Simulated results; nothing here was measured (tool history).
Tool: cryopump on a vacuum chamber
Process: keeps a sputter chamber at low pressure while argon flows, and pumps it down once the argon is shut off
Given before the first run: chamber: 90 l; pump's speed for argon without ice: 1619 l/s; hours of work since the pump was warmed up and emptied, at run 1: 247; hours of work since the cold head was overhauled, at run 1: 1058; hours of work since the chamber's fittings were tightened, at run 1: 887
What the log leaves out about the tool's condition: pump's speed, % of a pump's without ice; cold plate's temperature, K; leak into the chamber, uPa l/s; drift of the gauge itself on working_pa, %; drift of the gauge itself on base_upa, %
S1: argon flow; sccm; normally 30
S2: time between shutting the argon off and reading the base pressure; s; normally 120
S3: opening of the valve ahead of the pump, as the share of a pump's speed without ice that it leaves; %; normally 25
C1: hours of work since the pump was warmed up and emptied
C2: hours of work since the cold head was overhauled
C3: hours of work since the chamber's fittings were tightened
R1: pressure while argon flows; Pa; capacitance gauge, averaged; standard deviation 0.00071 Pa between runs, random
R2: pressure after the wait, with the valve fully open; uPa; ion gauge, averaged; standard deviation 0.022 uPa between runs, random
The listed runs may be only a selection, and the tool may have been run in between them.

run	hour	S1	S2	S3	C1	C2	C3	R1	R2
1	0.0	30	120	25	247	1058	887	0.1287	2.05
2	40.7	30	120	25	269	1080	908	0.1295	2.11
3	90.3	30	162	25	295	1106	934	0.1292	2.04
4	151.8	30	120	31	328	1139	967	0.1056	2.21
5	230.3	30	120	53	369	1180	1009	0.0644	2.32
6	288.6	30	120	53	400	1211	1039	0.0639	2.39
7	373.6	30	120	53	445	1256	1084	0.0656	2.51
8	442.5	30	120	53	482	1292	1121	0.0658	2.64
9	512.7	30	120	25	519	1330	1158	0.1320	2.70
10	577.3	30	120	25	553	1364	1192	0.1318	2.78
11	633.0	30	120	25	582	1393	1222	0.1325	2.78
12	683.0	30	120	25	609	1420	1248	0.1334	2.92
# hour 718.4: leaking fittings of the chamber tightened, without venting
13	730.4	30	120	25	633	1444	6	0.1347	0.65
14	770.0	30	120	25	654	1465	27	0.1338	0.70
15	812.0	30	120	25	676	1487	50	0.1362	0.73
16	853.5	30	120	25	698	1509	72	0.1356	0.77
17	908.4	30	92	25	727	1538	101	0.1359	0.93
18	987.8	30	92	25	769	1580	143	0.1379	1.05
# hour 1040.7: pump warmed up, emptied and cooled again
19	1050.2	21	141	25	5	1610	173	0.0886	0.76
20	1137.8	21	141	25	51	1657	219	0.0881	0.84
21	1219.3	24	65	25	95	1700	263	0.1010	1.33
22	1284.4	34	129	34	129	1734	297	0.1060	0.97
23	1337.8	22	24	33	157	1763	325	0.0715	2.48
24	1403.6	30	260	34	192	1798	360	0.0963	0.98
25	1454.7	30	260	34	219	1825	387	0.0961	0.98
26	1545.9	30	260	34	267	1873	435	0.0959	1.00
27	1591.3	30	260	34	291	1897	459	0.0961	1.11
28	1655.0	30	193	19	325	1931	493	0.1695	1.23
29	1712.7	30	193	19	356	1961	524	0.1701	1.30
30	1783.0	33	193	33	393	1998	561	0.1101	1.34
31	1821.9	22	193	33	414	2019	581	0.0734	1.42
32	1880.3	22	193	33	444	2050	612	0.0741	1.49
33	1958.2	23	128	39	486	2091	654	0.0671	1.76
34	2037.6	30	256	25	528	2133	696	0.1326	1.56
35	2078.2	30	256	25	549	2155	717	0.1339	1.67

Hidden condition of the tool, last listed run before each entry between runs versus first listed run after:
Logged between run 12 and run 13: leaking fittings of the chamber tightened, without venting (hour 718.4)
  pump's speed, % of a pump's without ice: 79.9 -> 79.1; cold plate's temperature, K: 12.95 -> 12.97; leak into the chamber, uPa l/s: 3227 -> 334
  measured result minus the result with no hidden state, R1: +0.0086 -> +0.0091 Pa; R2: +2.37 -> +0.08 uPa
Logged between run 18 and run 19: pump warmed up, emptied and cooled again (hour 1040.7)
  pump's speed, % of a pump's without ice: 74.5 -> 99.5; cold plate's temperature, K: 13.05 -> 13.07; leak into the chamber, uPa l/s: 637 -> 707
  measured result minus the result with no hidden state, R1: +0.0117 -> +0.0006 Pa; R2: +0.35 -> +0.26 uPa
